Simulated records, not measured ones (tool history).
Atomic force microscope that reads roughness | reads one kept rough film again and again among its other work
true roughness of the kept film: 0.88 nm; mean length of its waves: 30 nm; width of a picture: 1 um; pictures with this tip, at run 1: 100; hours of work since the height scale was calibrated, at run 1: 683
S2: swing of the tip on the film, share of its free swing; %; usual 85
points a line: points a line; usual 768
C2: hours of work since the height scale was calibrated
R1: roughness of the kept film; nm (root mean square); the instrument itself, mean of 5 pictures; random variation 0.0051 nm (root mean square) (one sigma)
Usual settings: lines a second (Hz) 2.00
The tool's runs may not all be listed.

Run 1, day 0.000: usual settings; pictures with this tip 100; C2 683. Result: R1 0.781 nm (root mean square).
At day 0.867: new tip fitted.
Run 2, day 1.438: usual settings but lines a second (Hz) 0.70; pictures with this tip 28; C2 708. Result: R1 0.829 nm (root mean square).
Run 3, day 2.071: usual settings but S2 65 %; pictures with this tip 60; C2 719. Result: R1 0.835 nm (root mean square).
Run 4, day 3.229: usual settings but S2 65 %; pictures with this tip 118; C2 740. Result: R1 0.833 nm (root mean square).
At day 3.821: new tip fitted.
Run 5, day 4.608: usual settings but S2 65 %; pictures with this tip 39; C2 764. Result: R1 0.831 nm (root mean square).
Run 6, day 6.079: usual settings but S2 65 %; pictures with this tip 113; C2 791. Result: R1 0.843 nm (root mean square).
At day 6.654: new tip fitted.
Run 7, day 7.271: usual settings but S2 65 %; pictures with this tip 31; C2 811. Result: R1 0.843 nm (root mean square).
Run 8, day 8.475: usual settings; pictures with this tip 91; C2 833. Result: R1 0.783 nm (root mean square).
At day 9.483: new tip fitted.
Run 9, day 9.483: usual settings; pictures with this tip 0; C2 851. Result: R1 0.785 nm (root mean square).
Run 10, day 10.354: usual settings; pictures with this tip 43; C2 866. Result: R1 0.782 nm (root mean square).
Run 11, day 10.992: usual settings but lines a second (Hz) 3.42, S2 67 %; pictures with this tip 75; C2 878. Result: R1 0.808 nm (root mean square).
At day 12.362: new tip fitted.
Run 12, day 12.421: usual settings but lines a second (Hz) 3.42, S2 67 %; pictures with this tip 3; C2 903. Result: R1 0.814 nm (root mean square).
Run 13, day 13.946: usual settings but lines a second (Hz) 3.42, S2 67 %; pictures with this tip 79; C2 930. Result: R1 0.798 nm (root mean square).
Run 14, day 14.854: usual settings but lines a second (Hz) 1.51, S2 66 %, points a line 721; pictures with this tip 125; C2 946. Result: R1 0.843 nm (root mean square).
At day 15.271: new tip fitted.
Run 15, day 16.271: usual settings but lines a second (Hz) 3.72, S2 60 %, points a line 499; pictures with this tip 50; C2 971. Result: R1 0.819 nm (root mean square).
Run 16, day 17.804: usual settings but lines a second (Hz) 3.72, S2 60 %, points a line 499; pictures with this tip 127; C2 999. Result: R1 0.820 nm (root mean square).
At day 18.096: new tip fitted.
Run 17, day 18.696: usual settings but lines a second (Hz) 1.13, S2 58 %, points a line 316; pictures with this tip 30; C2 1014. Result: R1 0.844 nm (root mean square).

Forecast each of these 4 alternatives for the next run:
Run A, day 19.871: usual settings but lines a second (Hz) 2.62, S2 63 %, points a line 316; pictures with this tip 88; C2 1035. Result: R1 ?.
Run B, day 19.871: usual settings but lines a second (Hz) 1.18, S2 62 %, points a line 451; pictures with this tip 88; C2 1035. Result: R1 ?.
Run C, day 19.871: usual settings but lines a second (Hz) 1.40, S2 74 %; pictures with this tip 88; C2 1035. Result: R1 ?.
Run D, day 19.871: usual settings but points a line 507; pictures with this tip 88; C2 1035. Result: R1 ?.

run     R1
  A  0.820
  B  0.849
  C  0.829
  D  0.781
Without the tool's hidden state the same runs would have given:
run     R1
  A  0.821
  B  0.850
  C  0.830
  D  0.782

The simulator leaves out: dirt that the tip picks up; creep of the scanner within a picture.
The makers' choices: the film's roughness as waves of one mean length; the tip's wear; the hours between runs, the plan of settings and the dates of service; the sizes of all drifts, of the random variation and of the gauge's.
